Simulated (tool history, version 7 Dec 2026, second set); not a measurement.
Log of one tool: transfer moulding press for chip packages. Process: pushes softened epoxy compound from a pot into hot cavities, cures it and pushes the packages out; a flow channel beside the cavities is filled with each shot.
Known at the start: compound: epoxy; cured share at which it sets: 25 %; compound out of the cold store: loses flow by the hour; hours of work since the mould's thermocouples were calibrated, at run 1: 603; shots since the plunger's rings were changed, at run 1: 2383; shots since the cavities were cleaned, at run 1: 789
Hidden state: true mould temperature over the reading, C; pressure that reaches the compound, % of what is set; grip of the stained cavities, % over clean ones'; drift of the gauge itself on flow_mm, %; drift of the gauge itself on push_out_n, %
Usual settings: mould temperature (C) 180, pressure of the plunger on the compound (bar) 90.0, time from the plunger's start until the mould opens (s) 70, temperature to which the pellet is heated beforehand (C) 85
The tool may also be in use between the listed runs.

run	hour	mould temperature (C)	pressure of the plunger on the compound (bar)	time from the plunger's start until the mould opens (s)	temperature to which the pellet is heated beforehand (C)	hours of work since the mould's thermocouples were calibrated	shots since the plunger's rings were changed	shots since the cavities were cleaned	incoming compound's hours out of the cold store	length that the compound runs in the flow channel (mm)	greatest force on the pins that push the packages out (N)
1	0.0	180	90.0	70	85	603	2383	789	24.7	731	490
# hour 18.4: cavities cleaned with cleaning compound and waxed
2	59.7	180	90.0	70	76	627	2909	373	10.1	769	510
3	86.0	180	90.0	70	76	637	3147	611	44.0	688	476
# hour 110.7: mould's thermocouples calibrated
# hour 125.0: cavities cleaned with cleaning compound and waxed
# hour 132.0: plunger's sealing rings changed
4	148.5	180	90.0	70	76	14	150	191	18.0	742	501
5	201.7	180	90.0	70	76	36	631	672	27.1	719	510
# hour 232.3: cavities cleaned with cleaning compound and waxed
6	258.3	180	90.0	70	76	58	1129	235	40.3	691	502
7	311.0	180	90.0	70	76	80	1606	712	15.1	754	513
# hour 335.1: cavities cleaned with cleaning compound and waxed
8	372.7	180	90.0	70	76	104	2149	339	41.1	694	490
9	417.8	180	90.0	70	85	122	2557	747	22.3	728	506
# hour 440.4: cavities cleaned with cleaning compound and waxed
10	470.5	180	90.0	70	86	143	3020	272	27.2	720	474
11	507.7	180	90.0	70	86	159	3357	609	39.6	704	479
# hour 530.0: plunger's sealing rings changed
# hour 547.1: cavities cleaned with cleaning compound and waxed
12	566.4	180	90.0	70	86	181	316	175	10.8	767	475
13	604.6	180	90.0	70	86	197	661	520	37.1	712	473
# hour 649.9: cavities cleaned with cleaning compound and waxed
14	654.7	180	90.0	70	86	216	1101	44	43.9	692	465
15	710.5	181	90.0	70	85	239	1605	548	43.0	701	438
16	745.7	180	87.3	50	81	254	1923	866	37.6	698	1159
# hour 755.1: cavities cleaned with cleaning compound and waxed
17	787.6	184	87.3	50	93	270	2288	293	9.0	748	923
18	821.0	178	85.7	70	85	284	2590	595	15.0	737	563
19	851.6	178	85.7	70	85	296	2867	872	15.9	740	564
# hour 860.6: cavities cleaned with cleaning compound and waxed
20	877.7	180	90.6	107	82	306	3089	154	28.9	724	306
21	911.4	176	90.0	55	85	320	3394	459	47.2	691	1125
# hour 925.9: plunger's sealing rings changed
22	948.8	175	90.0	91	85	334	207	774	31.9	732	366
# hour 968.6: cavities cleaned with cleaning compound and waxed
23	1009.9	175	90.0	91	85	359	747	374	43.6	706	361
24	1038.9	187	90.0	91	87	370	1009	636	9.3	756	314
# hour 1071.2: cavities cleaned with cleaning compound and waxed
25	1077.8	187	90.0	91	87	386	1347	60	38.4	686	295
26	1136.5	187	90.0	91	87	410	1877	590	36.9	691	289
# hour 1174.9: cavities cleaned with cleaning compound and waxed
27	1179.6	181	89.3	59	91	427	2254	43	18.3	740	714

5 ways to go on from here, each from the tool as it stands after run 27. What would each give?
A	1234.3	181	89.3	84	88	449	2749	538	12.7	?	?
B	1234.3	180	90.0	100	91	449	2749	538	26.3	?	?
C	1234.3	181	71.5	59	91	449	2749	538	8.5	?	?
D	1234.3	174	89.3	59	94	449	2749	538	13.9	?	?
E	1234.3	177	73.5	59	90	449	2749	538	25.9	?	?

run	length that the compound runs in the flow channel (mm)	greatest force on the pins that push the packages out (N)
A	753	331
B	721	313
C	675	730
D	765	1046
E	675	926
Without the tool's hidden state the same runs would have given:
run	length that the compound runs in the flow channel (mm)	greatest force on the pins that push the packages out (N)
A	753	328
B	721	311
C	675	724
D	765	1038
E	676	918
